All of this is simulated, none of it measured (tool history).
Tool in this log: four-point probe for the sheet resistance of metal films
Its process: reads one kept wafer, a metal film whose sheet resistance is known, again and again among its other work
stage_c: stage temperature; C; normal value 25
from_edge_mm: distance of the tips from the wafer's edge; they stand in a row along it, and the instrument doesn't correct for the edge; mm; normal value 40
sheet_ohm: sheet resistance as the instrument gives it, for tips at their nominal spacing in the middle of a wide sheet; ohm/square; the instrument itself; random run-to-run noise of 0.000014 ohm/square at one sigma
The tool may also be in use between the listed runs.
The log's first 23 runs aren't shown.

| run | hour | stage_c | from_edge_mm | sheet_ohm |
|---|---|---|---|---|
| 24 | 1431 | 26 | 25 | 0.066955 |
| 25 | 1469.5 | 26 | 25 | 0.06694 |
| 26 | 1535.4 | 24 | 13 | 0.067067 |
| 27 | 1570.9 | 35 | 5 | 0.067299 |
| 28 | 1614 | 35 | 20 | 0.066737 |
| 29 | 1658.8 | 35 | 20 | 0.066732 |
| 30 | 1719.4 | 21 | 9 | 0.067196 |
| 31 | 1757.7 | 23 | 16 | 0.067001 |
| 32 | 1800.1 | 28 | 40 | 0.066842 |
| 33 | 1848.2 | 25 | 6 | 0.067311 |
| 34 | 1894.8 | 25 | 6 | 0.067293 |
| 35 | 1950 | 25 | 6 | 0.067308 |

Run 36, settings as shown, results not yet in. Your forecast:
| 36 | 1983.6 | 33 | 12 | ? |

Run 36 yielded sheet_ohm 0.066787 ohm/square.
Without the tool's hidden state the same run would have given sheet_ohm 0.067452 ohm/square.

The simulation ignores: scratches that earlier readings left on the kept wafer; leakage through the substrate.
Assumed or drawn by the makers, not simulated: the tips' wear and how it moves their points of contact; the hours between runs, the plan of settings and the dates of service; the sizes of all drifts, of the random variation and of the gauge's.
